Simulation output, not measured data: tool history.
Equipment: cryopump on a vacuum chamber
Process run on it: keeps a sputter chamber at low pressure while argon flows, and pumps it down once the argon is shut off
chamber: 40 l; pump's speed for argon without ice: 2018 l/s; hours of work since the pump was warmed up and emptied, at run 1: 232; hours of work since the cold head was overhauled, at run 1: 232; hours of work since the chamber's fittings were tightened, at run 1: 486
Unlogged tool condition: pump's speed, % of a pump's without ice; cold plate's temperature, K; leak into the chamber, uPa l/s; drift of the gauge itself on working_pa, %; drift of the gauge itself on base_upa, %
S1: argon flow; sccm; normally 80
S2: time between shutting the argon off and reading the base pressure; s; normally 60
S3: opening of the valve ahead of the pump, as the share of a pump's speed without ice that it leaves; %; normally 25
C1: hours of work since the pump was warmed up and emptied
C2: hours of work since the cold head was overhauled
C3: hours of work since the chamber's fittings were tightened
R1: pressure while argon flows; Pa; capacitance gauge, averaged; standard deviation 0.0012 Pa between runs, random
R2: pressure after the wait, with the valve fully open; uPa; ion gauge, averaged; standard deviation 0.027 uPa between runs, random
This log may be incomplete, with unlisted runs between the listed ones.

run 1 day=0.000 | S1=80 S2=60 S3=25 | C1=232 C2=232 C3=486 | R1=0.2729 R2=1.49
run 2 day=0.454 | S1=80 S2=60 S3=25 | C1=238 C2=238 C3=492 | R1=0.2701 R2=1.46
run 3 day=1.283 | S1=80 S2=60 S3=25 | C1=249 C2=249 C3=503 | R1=0.2714 R2=1.52
run 4 day=2.096 | S1=80 S2=60 S3=25 | C1=260 C2=260 C3=514 | R1=0.2714 R2=1.51
run 5 day=2.546 | S1=80 S2=60 S3=25 | C1=267 C2=267 C3=520 | R1=0.2728 R2=1.45
run 6 day=3.200 | S1=80 S2=60 S3=25 | C1=275 C2=275 C3=529 | R1=0.2736 R2=1.51
run 7 day=3.592 | S1=80 S2=60 S3=25 | C1=281 C2=281 C3=534 | R1=0.2729 R2=1.48
run 8 day=4.025 | S1=80 S2=60 S3=25 | C1=287 C2=287 C3=540 | R1=0.2714 R2=1.52
run 9 day=4.783 | S1=80 S2=60 S3=25 | C1=297 C2=297 C3=550 | R1=0.2724 R2=1.47
run 10 day=5.608 | S1=80 S2=62 S3=25 | C1=308 C2=308 C3=561 | R1=0.2734 R2=1.49
run 11 day=6.042 | S1=121 S2=47 S3=27 | C1=314 C2=314 C3=567 | R1=0.3832 R2=1.88
run 12 day=6.608 | S1=40 S2=81 S3=25 | C1=321 C2=321 C3=575 | R1=0.1361 R2=1.25
run 13 day=7.279 | S1=76 S2=60 S3=37 | C1=331 C2=331 C3=584 | R1=0.1772 R2=1.59
run 14 day=8.033 | S1=76 S2=60 S3=37 | C1=341 C2=341 C3=594 | R1=0.1762 R2=1.50
run 15 day=8.871 | S1=52 S2=81 S3=17 | C1=352 C2=352 C3=606 | R1=0.2579 R2=1.27
run 16 day=9.608 | S1=52 S2=81 S3=17 | C1=362 C2=362 C3=616 | R1=0.2591 R2=1.26
run 17 day=10.308 | S1=140 S2=181 S3=18 | C1=371 C2=371 C3=625 | R1=0.6648 R2=0.85
run 18 day=10.700 | S1=140 S2=181 S3=18 | C1=377 C2=377 C3=630 | R1=0.6636 R2=0.84
run 19 day=11.362 | S1=140 S2=181 S3=18 | C1=386 C2=386 C3=639 | R1=0.6576 R2=0.84

Here are 3 independent what-if runs from the current tool condition. What would each one return?
run A day=11.850 | S1=42 S2=60 S3=25 | C1=392 C2=392 C3=646 | R1=? R2=?
run B day=11.850 | S1=84 S2=24 S3=49 | C1=392 C2=392 C3=646 | R1=? R2=?
run C day=11.850 | S1=58 S2=35 S3=15 | C1=392 C2=392 C3=646 | R1=? R2=?

run=A R1=0.1448 R2=1.60
run=B R1=0.1491 R2=3.24
run=C R1=0.3282 R2=2.31
Without the tool's hidden state the same runs would have given:
run=A R1=0.1416 R2=1.25
run=B R1=0.1429 R2=2.89
run=C R1=0.3239 R2=1.97

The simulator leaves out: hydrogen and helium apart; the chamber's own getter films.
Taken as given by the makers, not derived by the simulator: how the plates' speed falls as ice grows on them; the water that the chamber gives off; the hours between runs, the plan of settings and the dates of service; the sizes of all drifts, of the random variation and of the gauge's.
